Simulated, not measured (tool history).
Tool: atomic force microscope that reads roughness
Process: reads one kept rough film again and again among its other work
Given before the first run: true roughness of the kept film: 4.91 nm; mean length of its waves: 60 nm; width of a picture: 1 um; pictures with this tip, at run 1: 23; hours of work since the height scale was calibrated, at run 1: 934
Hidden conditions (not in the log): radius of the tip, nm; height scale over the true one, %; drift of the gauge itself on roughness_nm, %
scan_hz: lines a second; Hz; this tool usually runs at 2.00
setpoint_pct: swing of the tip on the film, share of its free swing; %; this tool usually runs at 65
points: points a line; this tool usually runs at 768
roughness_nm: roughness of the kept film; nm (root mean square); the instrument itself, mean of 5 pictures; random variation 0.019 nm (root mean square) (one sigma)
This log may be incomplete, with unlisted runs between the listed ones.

run     day  scan_hz  setpoint_pct  points  pictures with this tip  hours of work since the height scale was calibrated  roughness_nm
  1   0.000     2.00            65     768                      23                                                  934         4.392
  2   0.679     2.00            65     768                      49                                                  946         4.257
      1.817  -- new tip fitted
  3   1.817     2.00            65     768                       0                                                  965         4.426
  4   2.433     2.00            65     768                      24                                                  975         4.375
  5   3.638     2.00            65     768                      71                                                  996         4.189
      4.292  -- new tip fitted
  6   4.542     2.00            80     768                      10                                                 1011         4.223
  7   5.967     2.00            80     768                      66                                                 1035         3.993
      6.754  -- new tip fitted
  8   7.421     2.00            80     768                      26                                                 1060         4.130
  9   8.200     2.00            80     768                      56                                                 1073         4.025
 10   8.942     2.00            67     768                      85                                                 1085         4.111
      9.279  -- new tip fitted
 11  10.150     2.00            67     768                      34                                                 1106         4.276
 12  11.188     2.00            67     768                      75                                                 1123         4.091
     11.667  -- new tip fitted
 13  11.938     2.00            67     702                      10                                                 1136         4.363
     12.171  -- height scale calibrated on a step standard
 14  13.488     2.00            87     768                      69                                                   22         3.816
     14.154  -- new tip fitted
 15  14.808     2.00            87     768                      25                                                   44         3.977
 16  15.638     2.00            87     768                      58                                                   59         3.886
     16.608  -- new tip fitted
 17  17.175     0.86            67     299                      22                                                   84         4.382
 18  18.092     0.94            67     299                      57                                                  100         4.229
     19.038  -- new tip fitted
 19  19.154     1.78            84     299                       4                                                  118         4.088
 20  20.538     1.78            84     299                      58                                                  141         3.879
     20.742  -- height scale calibrated on a step standard, once more
 21  21.400     1.25            84     330                      90                                                   11         4.054
     21.521  -- new tip fitted
 22  22.050     1.99            71     646                      21                                                   22         4.388
 23  23.433     3.83            58     766                      75                                                   45         4.212
     23.983  -- new tip fitted
 24  24.608     3.81            80     768                      25                                                   65         3.938
 25  25.375     2.23            80     391                      55                                                   78         4.094
     26.450  -- new tip fitted
 26  26.617     2.23            80     391                       6                                                   99         4.292
 27  27.988     2.23            80     391                      60                                                  122         4.093

What if the next run were any one of these 3? Each begins from the tool's condition after run 27:
  A  28.700     3.57            65     490                      88                                                  134             ?
  B  28.700     0.97            83     526                      88                                                  134             ?
  C  28.700     0.70            80     269                      88                                                  134             ?

run  roughness_nm
  A         4.110
  B         4.198
  C         4.256
What these runs would have given with no unlogged condition in the tool:
run  roughness_nm
  A         4.441
  B         4.536
  C         4.599
